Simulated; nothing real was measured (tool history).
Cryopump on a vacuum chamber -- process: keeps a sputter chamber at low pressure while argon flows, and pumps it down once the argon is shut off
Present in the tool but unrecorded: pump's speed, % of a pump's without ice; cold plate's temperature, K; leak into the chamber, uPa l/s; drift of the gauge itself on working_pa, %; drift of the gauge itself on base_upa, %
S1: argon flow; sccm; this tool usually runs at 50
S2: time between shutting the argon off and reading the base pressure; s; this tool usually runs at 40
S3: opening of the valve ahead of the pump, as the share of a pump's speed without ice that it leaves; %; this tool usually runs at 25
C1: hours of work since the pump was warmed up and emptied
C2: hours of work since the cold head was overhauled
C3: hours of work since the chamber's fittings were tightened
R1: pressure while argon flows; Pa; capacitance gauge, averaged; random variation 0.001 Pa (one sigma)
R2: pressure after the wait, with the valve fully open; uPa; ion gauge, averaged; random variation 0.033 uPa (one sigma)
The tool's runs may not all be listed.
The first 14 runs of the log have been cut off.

run 15 hour=433.0 | S1=43 S2=40 S3=25 | C1=1043 C2=1043 C3=3379 | R1=0.2127 R2=2.94
-- hour=457.7 pump warmed up, emptied and cooled again
run 16 hour=489.7 | S1=43 S2=40 S3=25 | C1=27 C2=1087 C3=3423 | R1=0.1893 R2=2.61
run 17 hour=533.9 | S1=43 S2=40 S3=25 | C1=64 C2=1124 C3=3460 | R1=0.1913 R2=2.64
run 18 hour=571.2 | S1=50 S2=40 S3=25 | C1=96 C2=1156 C3=3492 | R1=0.2225 R2=2.65
run 19 hour=598.2 | S1=50 S2=40 S3=25 | C1=119 C2=1179 C3=3515 | R1=0.2217 R2=2.57
run 20 hour=645.0 | S1=23 S2=40 S3=25 | C1=158 C2=1218 C3=3554 | R1=0.1028 R2=2.64
run 21 hour=686.1 | S1=23 S2=40 S3=25 | C1=193 C2=1253 C3=3589 | R1=0.1048 R2=2.72
run 22 hour=726.1 | S1=23 S2=40 S3=25 | C1=227 C2=1287 C3=3623 | R1=0.1041 R2=2.69
run 23 hour=748.6 | S1=50 S2=49 S3=35 | C1=246 C2=1306 C3=3642 | R1=0.1636 R2=2.48
run 24 hour=773.5 | S1=53 S2=58 S3=58 | C1=267 C2=1327 C3=3663 | R1=0.1063 R2=2.30
run 25 hour=819.1 | S1=67 S2=58 S3=40 | C1=305 C2=1365 C3=3701 | R1=0.1938 R2=2.30
run 26 hour=845.0 | S1=50 S2=28 S3=26 | C1=327 C2=1387 C3=3723 | R1=0.2199 R2=3.43
run 27 hour=884.8 | S1=28 S2=40 S3=39 | C1=361 C2=1421 C3=3757 | R1=0.0835 R2=2.80

For run 28, what comes out?
run 28 hour=930.7 | S1=28 S2=21 S3=50 | C1=400 C2=1460 C3=3796 | R1=? R2=?

For run 28 the tool returned R1 0.0656 Pa, R2 4.18 uPa.
With no hidden state in the tool, this same run would have given R1 0.0610 Pa, R2 3.10 uPa.
